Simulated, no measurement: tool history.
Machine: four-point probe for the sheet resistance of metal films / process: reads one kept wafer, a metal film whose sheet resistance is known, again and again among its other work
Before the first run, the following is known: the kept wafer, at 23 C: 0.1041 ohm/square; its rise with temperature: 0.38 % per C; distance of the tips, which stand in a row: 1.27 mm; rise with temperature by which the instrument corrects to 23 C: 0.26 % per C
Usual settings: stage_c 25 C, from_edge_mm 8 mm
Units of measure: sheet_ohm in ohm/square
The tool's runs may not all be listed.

run   hour  stage_c  from_edge_mm  sheet_ohm
  1    0.0       25             8   0.105375
  2   28.8       22             8   0.105037
  3   55.7       22             8   0.104985
  4   79.3       25            27   0.104048
  5   97.0       25             8   0.105367
  6  119.8       25             8   0.105401
  7  138.9       25             8   0.105379
  8  163.9       25             8   0.105357
  9  182.4       25             8   0.105386
 10  197.0       25             8   0.105381
 11  222.6       25             8   0.105366
 12  245.9       25            23   0.104150
 13  266.9       19            39   0.103342
 14  289.1       19            39   0.103356
 15  309.0       28            14   0.104812
 16  325.6       24            14   0.104329
 17  348.0       24            14   0.104345
 18  376.8       20            28   0.103558
 19  405.2       33            36   0.104978
 20  417.2       33            36   0.105043
 21  443.5       19            52   0.103329
 22  466.0       31            30   0.104815

Each row is a separate what-if for the run after 22, all from the same tool condition, not one after another. Results?
  A  489.0       22            27          ?
  B  489.0       28             4          ?
  C  489.0       21            68          ?

run  sheet_ohm
  A   0.103805
  B   0.109732
  C   0.103578
Without the tool's unlogged condition, the same runs would have read:
run  sheet_ohm
  A   0.104116
  B   0.110061
  C   0.103888
